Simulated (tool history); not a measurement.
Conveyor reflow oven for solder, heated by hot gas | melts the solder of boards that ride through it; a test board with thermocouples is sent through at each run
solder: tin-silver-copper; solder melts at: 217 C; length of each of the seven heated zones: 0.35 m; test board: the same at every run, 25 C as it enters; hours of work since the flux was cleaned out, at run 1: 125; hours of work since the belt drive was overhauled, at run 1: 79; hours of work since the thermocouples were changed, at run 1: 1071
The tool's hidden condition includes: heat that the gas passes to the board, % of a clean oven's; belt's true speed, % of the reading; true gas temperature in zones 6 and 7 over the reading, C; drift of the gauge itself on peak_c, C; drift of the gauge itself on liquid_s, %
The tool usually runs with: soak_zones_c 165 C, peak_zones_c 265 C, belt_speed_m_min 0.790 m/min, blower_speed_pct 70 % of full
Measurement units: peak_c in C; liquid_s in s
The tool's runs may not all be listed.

| run | hour | soak_zones_c | peak_zones_c | belt_speed_m_min | blower_speed_pct | hours of work since the flux was cleaned out | hours of work since the belt drive was overhauled | hours of work since the thermocouples were changed | peak_c | liquid_s |
|---|---|---|---|---|---|---|---|---|---|---|
| 1 | 0.0 | 165 | 265 | 0.790 | 70 | 125 | 79 | 1071 | 243.9 | 32.1 |
| 2 | 38.1 | 165 | 265 | 0.790 | 70 | 145 | 99 | 1091 | 243.2 | 31.8 |
| 3 | 64.6 | 165 | 265 | 0.790 | 70 | 158 | 113 | 1104 | 243.4 | 31.7 |
|  | 119.0 | flux residue cleaned out of gas plates and filters |
| 4 | 129.2 | 165 | 265 | 0.790 | 70 | 5 | 144 | 1136 | 243.7 | 32.0 |
| 5 | 186.3 | 165 | 265 | 0.845 | 70 | 35 | 174 | 1165 | 241.5 | 27.6 |
| 6 | 244.9 | 156 | 265 | 0.790 | 70 | 66 | 204 | 1196 | 242.1 | 28.8 |
| 7 | 273.6 | 165 | 265 | 0.891 | 70 | 81 | 219 | 1211 | 238.9 | 24.1 |
|  | 303.8 | thermocouples of zones 6 and 7 changed |
| 8 | 335.4 | 165 | 265 | 0.790 | 70 | 112 | 250 | 16 | 243.8 | 31.9 |
| 9 | 371.8 | 163 | 265 | 0.856 | 70 | 131 | 269 | 35 | 239.6 | 25.8 |
| 10 | 406.1 | 154 | 265 | 0.856 | 70 | 148 | 287 | 53 | 238.3 | 22.6 |
| 11 | 467.2 | 158 | 265 | 0.790 | 70 | 180 | 319 | 85 | 241.8 | 28.8 |
|  | 476.7 | flux residue cleaned out of gas plates and filters |
| 12 | 526.9 | 158 | 265 | 0.790 | 70 | 26 | 347 | 114 | 242.0 | 29.3 |
| 13 | 588.7 | 170 | 265 | 0.736 | 70 | 58 | 379 | 146 | 246.8 | 38.7 |
| 14 | 635.7 | 170 | 265 | 0.736 | 70 | 83 | 404 | 170 | 247.5 | 38.2 |

Estimate the outcome of run 15 from the log above:
| 15 | 699.0 | 165 | 265 | 0.790 | 62 | 116 | 437 | 203 | ? | ? |

peak_c: 241.4 C
liquid_s: 30.0 s
Take away the tool's hidden state, keep the run-to-run variation as it was, and the same run would have given peak_c 241.4 C, liquid_s 30.0 s.

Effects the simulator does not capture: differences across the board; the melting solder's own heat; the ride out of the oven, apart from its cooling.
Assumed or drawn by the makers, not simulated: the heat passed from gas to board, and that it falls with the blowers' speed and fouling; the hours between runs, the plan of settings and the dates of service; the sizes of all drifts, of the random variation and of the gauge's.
